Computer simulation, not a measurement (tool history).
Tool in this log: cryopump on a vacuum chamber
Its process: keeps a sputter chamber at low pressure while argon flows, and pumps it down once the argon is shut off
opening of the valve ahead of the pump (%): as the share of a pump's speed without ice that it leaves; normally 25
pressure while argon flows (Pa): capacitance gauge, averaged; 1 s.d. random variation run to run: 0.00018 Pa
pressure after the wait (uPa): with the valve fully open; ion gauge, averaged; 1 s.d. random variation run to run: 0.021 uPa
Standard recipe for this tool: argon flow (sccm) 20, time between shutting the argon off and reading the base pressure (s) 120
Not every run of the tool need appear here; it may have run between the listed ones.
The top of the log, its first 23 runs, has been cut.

run	day	argon flow (sccm)	time between shutting the argon off and reading the base pressure (s)	opening of the valve ahead of the pump (%)	hours of work since the pump was warmed up and emptied	hours of work since the cold head was overhauled	hours of work since the chamber's fittings were tightened	pressure while argon flows (Pa)	pressure after the wait (uPa)
24	15.575	15	94	25	529	529	1985	0.0438	1.53
25	16.483	13	50	32	538	538	1994	0.03	1.94
26	17.267	13	50	54	545	545	2001	0.0184	1.92
27	18.179	13	50	54	554	554	2010	0.0183	1.9
28	19.112	9	102	48	563	563	2019	0.0143	1.55
29	19.575	9	102	48	568	568	2024	0.0143	1.56
30	20.071	24	70	48	573	573	2029	0.0375	1.72
31	20.488	24	70	48	577	577	2033	0.0379	1.65
32	21.433	10	44	31	586	586	2042	0.024	2
33	22.212	10	44	31	594	594	2050	0.0242	1.99
34	23.125	10	44	31	602	602	2058	0.0241	2.03
35	23.988	22	233	24	611	611	2067	0.0674	1.47

What if the next run were any one of these 3? Each begins from the tool's condition after run 35:
A	24.804	9	233	42	619	619	2075	?	?
B	24.804	22	233	16	619	619	2075	?	?
C	24.804	37	233	21	619	619	2075	?	?

run	pressure while argon flows (Pa)	pressure after the wait (uPa)
A	0.0162	1.45
B	0.1004	1.41
C	0.1294	1.44
Stripped of hidden state, with their random variation kept, the same runs would have yielded:
run	pressure while argon flows (Pa)	pressure after the wait (uPa)
A	0.0154	0.31
B	0.0982	0.25
C	0.1258	0.29
